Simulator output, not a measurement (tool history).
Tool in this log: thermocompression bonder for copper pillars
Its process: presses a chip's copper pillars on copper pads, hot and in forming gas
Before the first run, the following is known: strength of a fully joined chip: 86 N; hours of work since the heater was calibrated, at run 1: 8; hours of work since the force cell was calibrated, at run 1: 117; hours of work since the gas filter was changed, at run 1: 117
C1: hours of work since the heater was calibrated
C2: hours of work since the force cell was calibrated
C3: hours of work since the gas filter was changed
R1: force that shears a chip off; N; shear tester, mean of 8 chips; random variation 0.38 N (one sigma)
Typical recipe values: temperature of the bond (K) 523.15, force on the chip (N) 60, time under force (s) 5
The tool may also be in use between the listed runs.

Run 1, hour 0: usual settings; C1 8; C2 117; C3 117. Result: R1 42.9 N.
Run 2, hour 22.3: usual settings; C1 17; C2 126; C3 126. Result: R1 43.8 N.
Run 3, hour 36: usual settings; C1 23; C2 132; C3 132. Result: R1 43.7 N.
Run 4, hour 57.4: usual settings; C1 32; C2 141; C3 141. Result: R1 43.1 N.
Run 5, hour 74.2: usual settings but temperature of the bond (K) 497.15; C1 39; C2 148; C3 148. Result: R1 32.7 N.
Run 6, hour 93: usual settings but temperature of the bond (K) 548.15; C1 47; C2 156; C3 156. Result: R1 53.1 N.
At hour 100.6: forming gas filter changed.
Run 7, hour 109.3: usual settings but temperature of the bond (K) 548.15; C1 54; C2 163; C3 4. Result: R1 54.4 N.
Run 8, hour 125.8: usual settings but temperature of the bond (K) 501.15, force on the chip (N) 46, time under force (s) 7; C1 61; C2 170; C3 11. Result: R1 34.3 N.
Run 9, hour 142.6: usual settings but temperature of the bond (K) 494.15, force on the chip (N) 77, time under force (s) 4; C1 68; C2 177; C3 18. Result: R1 31.9 N.
Run 10, hour 169.2: usual settings but temperature of the bond (K) 548.15, force on the chip (N) 82; C1 79; C2 188; C3 29. Result: R1 60.2 N.
Run 11, hour 183.7: usual settings but force on the chip (N) 43, time under force (s) 3; C1 85; C2 194; C3 35. Result: R1 30.9 N.
Run 12, hour 204.5: usual settings but temperature of the bond (K) 521.15, force on the chip (N) 42; C1 94; C2 203; C3 44. Result: R1 36.3 N.
Run 13, hour 215.7: usual settings but force on the chip (N) 43, time under force (s) 3; C1 99; C2 208; C3 49. Result: R1 31 N.
Run 14, hour 240.9: usual settings but force on the chip (N) 43, time under force (s) 3; C1 109; C2 218; C3 59. Result: R1 29.6 N.

Here are 5 independent what-if runs from the current tool condition. What would each one return?
Run A, hour 256.3: usual settings but temperature of the bond (K) 539.15, force on the chip (N) 76, time under force (s) 3; C1 116; C2 225; C3 66. Result: R1 ?.
Run B, hour 256.3: usual settings but force on the chip (N) 45, time under force (s) 11; C1 116; C2 225; C3 66. Result: R1 ?.
Run C, hour 256.3: usual settings but force on the chip (N) 43, time under force (s) 9; C1 116; C2 225; C3 66. Result: R1 ?.
Run D, hour 256.3: usual settings but temperature of the bond (K) 536.15, force on the chip (N) 43, time under force (s) 3; C1 116; C2 225; C3 66. Result: R1 ?.
Run E, hour 256.3: usual settings but temperature of the bond (K) 529.15, time under force (s) 8; C1 116; C2 225; C3 66. Result: R1 ?.

run    R1
  A  46.5
  B  48.7
  C  45.4
  D  34.9
  E  53.1
Without the tool's unlogged condition, the same runs would have read:
run    R1
  A  46.6
  B  48.8
  C  45.5
  D    35
  E  53.3
